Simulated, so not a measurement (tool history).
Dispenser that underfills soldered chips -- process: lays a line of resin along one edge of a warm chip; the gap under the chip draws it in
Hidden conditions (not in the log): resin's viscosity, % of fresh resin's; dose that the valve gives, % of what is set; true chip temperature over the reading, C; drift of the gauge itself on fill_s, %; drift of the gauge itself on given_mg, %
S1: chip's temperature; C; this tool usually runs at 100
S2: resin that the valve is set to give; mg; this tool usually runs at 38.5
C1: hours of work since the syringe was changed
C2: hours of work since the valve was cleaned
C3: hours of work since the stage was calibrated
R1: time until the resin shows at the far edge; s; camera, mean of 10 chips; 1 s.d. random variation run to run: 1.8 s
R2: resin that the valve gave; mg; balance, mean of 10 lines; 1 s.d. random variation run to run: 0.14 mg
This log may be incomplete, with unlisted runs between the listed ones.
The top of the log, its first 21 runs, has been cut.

| run | hour | S1 | S2 | C1 | C2 | C3 | R1 | R2 |
|---|---|---|---|---|---|---|---|---|
| 22 | 257.1 | 110 | 47 | 8 | 46 | 417 | 177.9 | 44.99 |
|  | 262.5 | new syringe of resin |
| 23 | 265.9 | 96 | 33.2 | 2 | 52 | 423 | 230 | 31.53 |
|  | 279.1 | new syringe of resin |
| 24 | 280.6 | 95 | 41.3 | 1 | 62 | 433 | 229.1 | 39.29 |
|  | 284.1 | dispensing valve cleaned and set on the balance |
| 25 | 290.4 | 94 | 42.2 | 7 | 4 | 439 | 279 | 41.92 |
|  | 297.6 | new syringe of resin |
| 26 | 302.4 | 94 | 42.2 | 3 | 12 | 447 | 243.9 | 41.79 |
|  | 313.8 | new syringe of resin |
| 27 | 314.5 | 90 | 37.2 | 0 | 20 | 455 | 261.3 | 36.53 |
| 28 | 322.1 | 90 | 37.2 | 6 | 25 | 460 | 308.2 | 36.23 |
|  | 330.4 | new syringe of resin |
| 29 | 334 | 90 | 37.2 | 2 | 33 | 468 | 278.3 | 36.02 |
|  | 347.7 | new syringe of resin |
| 30 | 349.8 | 110 | 41 | 1 | 44 | 478 | 144.5 | 39.34 |
| 31 | 357.4 | 108 | 34.2 | 7 | 49 | 483 | 190.1 | 32.64 |
|  | 364.8 | new syringe of resin |
| 32 | 364.8 | 107 | 38.2 | 0 | 54 | 488 | 154.9 | 36.16 |
| 33 | 374.3 | 109 | 32.8 | 6 | 60 | 494 | 182.5 | 30.84 |
|  | 379.5 | dispensing valve cleaned and set on the balance |
|  | 382.1 | new syringe of resin |
| 34 | 384.3 | 93 | 48.3 | 1 | 3 | 500 | 232.5 | 48.32 |

Forecast each of these 4 alternatives for the next run:
| A | 394.7 | 97 | 46.3 | 8 | 10 | 507 | ? | ? |
| B | 394.7 | 89 | 49.6 | 8 | 10 | 507 | ? | ? |
| C | 394.7 | 89 | 44.4 | 8 | 10 | 507 | ? | ? |
| D | 394.7 | 100 | 48.3 | 8 | 10 | 507 | ? | ? |

| run | R1 | R2 |
|---|---|---|
| A | 257.3 | 46.29 |
| B | 331.3 | 49.22 |
| C | 337.1 | 44.46 |
| D | 235.6 | 47.94 |
The same runs, with their run-to-run variation unchanged, on a tool lacking any hidden condition would have given:
| run | R1 | R2 |
|---|---|---|
| A | 187.3 | 46.46 |
| B | 240.5 | 49.41 |
| C | 244.6 | 44.62 |
| D | 171.9 | 48.13 |
